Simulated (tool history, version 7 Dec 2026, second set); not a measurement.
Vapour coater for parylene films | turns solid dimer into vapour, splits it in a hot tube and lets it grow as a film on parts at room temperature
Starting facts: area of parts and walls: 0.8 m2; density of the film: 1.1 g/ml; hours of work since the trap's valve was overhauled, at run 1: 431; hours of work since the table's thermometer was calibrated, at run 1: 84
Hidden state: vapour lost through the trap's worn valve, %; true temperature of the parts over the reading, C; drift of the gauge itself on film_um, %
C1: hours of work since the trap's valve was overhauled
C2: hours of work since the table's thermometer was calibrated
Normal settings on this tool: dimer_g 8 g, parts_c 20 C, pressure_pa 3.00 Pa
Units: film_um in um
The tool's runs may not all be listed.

Run 1, hour 0.0: usual settings; C1 431; C2 84. Result: film_um 7.22 um.
Run 2, hour 62.0: usual settings; C1 456; C2 109. Result: film_um 7.07 um.
Run 3, hour 132.0: usual settings; C1 484; C2 137. Result: film_um 7.17 um.
Run 4, hour 190.4: usual settings; C1 507; C2 161. Result: film_um 7.07 um.
Run 5, hour 242.5: usual settings; C1 529; C2 182. Result: film_um 7.07 um.
Run 6, hour 301.2: usual settings; C1 552; C2 206. Result: film_um 7.06 um.
Run 7, hour 365.7: usual settings but dimer_g 12 g; C1 578; C2 232. Result: film_um 10.57 um.
Run 8, hour 437.4: usual settings but pressure_pa 6.76 Pa; C1 607; C2 261. Result: film_um 6.35 um.
Run 9, hour 472.8: usual settings but pressure_pa 7.18 Pa; C1 622; C2 275. Result: film_um 6.37 um.
Run 10, hour 528.9: usual settings but pressure_pa 7.18 Pa; C1 644; C2 298. Result: film_um 6.29 um.
Run 11, hour 582.0: usual settings but pressure_pa 7.18 Pa; C1 666; C2 319. Result: film_um 6.17 um.
At hour 631.0: trap's valve overhauled.
Run 12, hour 637.5: usual settings but dimer_g 13 g; C1 3; C2 340. Result: film_um 12.10 um.
Run 13, hour 699.3: usual settings but dimer_g 13 g; C1 28; C2 365. Result: film_um 12.01 um.
Run 14, hour 736.0: usual settings but dimer_g 13 g; C1 42; C2 380. Result: film_um 11.96 um.
Run 15, hour 785.3: usual settings but dimer_g 13 g; C1 62; C2 399. Result: film_um 11.96 um.
Run 16, hour 833.8: usual settings; C1 82; C2 419. Result: film_um 7.47 um.
At hour 840.8: table's thermometer calibrated.
Run 17, hour 881.7: usual settings; C1 101; C2 17. Result: film_um 7.48 um.
Run 18, hour 917.4: usual settings; C1 115; C2 31. Result: film_um 7.33 um.
Run 19, hour 962.9: usual settings but dimer_g 4 g; C1 134; C2 49. Result: film_um 3.63 um.
Run 20, hour 1030.7: usual settings but pressure_pa 3.91 Pa; C1 161; C2 77. Result: film_um 7.05 um.
Run 21, hour 1066.9: usual settings but pressure_pa 3.91 Pa; C1 176; C2 91. Result: film_um 7.04 um.
Run 22, hour 1128.6: usual settings but dimer_g 14 g, pressure_pa 2.99 Pa; C1 201; C2 116. Result: film_um 12.65 um.
At hour 1136.3: table's thermometer calibrated, once more.
Run 23, hour 1180.6: usual settings but dimer_g 4 g, parts_c 25 C, pressure_pa 9.45 Pa; C1 221; C2 18. Result: film_um 2.50 um.
Run 24, hour 1245.5: usual settings but dimer_g 5 g, parts_c 13 C, pressure_pa 3.68 Pa; C1 247; C2 44. Result: film_um 5.44 um.
Run 25, hour 1274.8: usual settings but dimer_g 14 g, parts_c 13 C, pressure_pa 2.38 Pa; C1 259; C2 56. Result: film_um 15.29 um.
Run 26, hour 1335.7: usual settings but dimer_g 14 g, parts_c 13 C, pressure_pa 2.38 Pa; C1 284; C2 81. Result: film_um 15.40 um.
Run 27, hour 1401.3: usual settings but parts_c 13 C, pressure_pa 4.87 Pa; C1 310; C2 107. Result: film_um 8.77 um.
Run 28, hour 1470.7: usual settings but parts_c 24 C, pressure_pa 4.87 Pa; C1 338; C2 135. Result: film_um 5.46 um.
Run 29, hour 1536.0: usual settings but dimer_g 5 g, parts_c 14 C, pressure_pa 8.40 Pa; C1 365; C2 161. Result: film_um 5.25 um.
Run 30, hour 1588.1: usual settings but parts_c 31 C, pressure_pa 6.33 Pa; C1 386; C2 183. Result: film_um 3.86 um.
Run 31, hour 1644.0: usual settings but parts_c 31 C, pressure_pa 6.33 Pa; C1 408; C2 205. Result: film_um 3.90 um.
Run 32, hour 1706.3: usual settings but dimer_g 3 g, parts_c 23 C; C1 434; C2 230. Result: film_um 2.35 um.
Run 33, hour 1776.8: usual settings but dimer_g 3 g, parts_c 23 C; C1 462; C2 259. Result: film_um 2.32 um.
Run 34, hour 1807.2: usual settings but dimer_g 3 g, parts_c 23 C; C1 474; C2 271. Result: film_um 2.33 um.
Run 35, hour 1863.7: usual settings but dimer_g 3 g, parts_c 23 C; C1 497; C2 294. Result: film_um 2.28 um.
Run 36, hour 1917.0: usual settings but dimer_g 3 g, parts_c 13 C, pressure_pa 2.42 Pa; C1 519; C2 315. Result: film_um 3.16 um.
Run 37, hour 1980.6: usual settings but dimer_g 3 g, parts_c 14 C, pressure_pa 3.69 Pa; C1 544; C2 341. Result: film_um 3.20 um.
Run 38, hour 2047.5: usual settings but dimer_g 3 g, parts_c 14 C, pressure_pa 3.69 Pa; C1 571; C2 368. Result: film_um 3.20 um.
Run 39, hour 2090.0: usual settings but dimer_g 7 g, parts_c 27 C, pressure_pa 3.69 Pa; C1 589; C2 385. Result: film_um 4.22 um.
Run 40, hour 2131.4: usual settings but parts_c 12 C, pressure_pa 4.92 Pa; C1 605; C2 402. Result: film_um 8.39 um.
Run 41, hour 2201.9: usual settings but dimer_g 9 g; C1 634; C2 430. Result: film_um 7.88 um.

Here are 5 independent what-if runs from the current tool condition. What would each one return?
Run A, hour 2249.4: usual settings but pressure_pa 4.61 Pa; C1 653; C2 450. Result: film_um ?.
Run B, hour 2249.4: usual settings but dimer_g 9 g, pressure_pa 3.51 Pa; C1 653; C2 450. Result: film_um ?.
Run C, hour 2249.4: usual settings but dimer_g 13 g, parts_c 25 C; C1 653; C2 450. Result: film_um ?.
Run D, hour 2249.4: usual settings but dimer_g 9 g, parts_c 18 C, pressure_pa 5.13 Pa; C1 653; C2 450. Result: film_um ?.
Run E, hour 2249.4: usual settings but dimer_g 6 g, pressure_pa 4.91 Pa; C1 653; C2 450. Result: film_um ?.

run  film_um
  A     6.47
  B     7.73
  C     8.77
  D     8.17
  E     4.94
Without the tool's hidden state the same runs would have given:
run  film_um
  A     6.92
  B     8.27
  C     9.38
  D     8.74
  E     5.29

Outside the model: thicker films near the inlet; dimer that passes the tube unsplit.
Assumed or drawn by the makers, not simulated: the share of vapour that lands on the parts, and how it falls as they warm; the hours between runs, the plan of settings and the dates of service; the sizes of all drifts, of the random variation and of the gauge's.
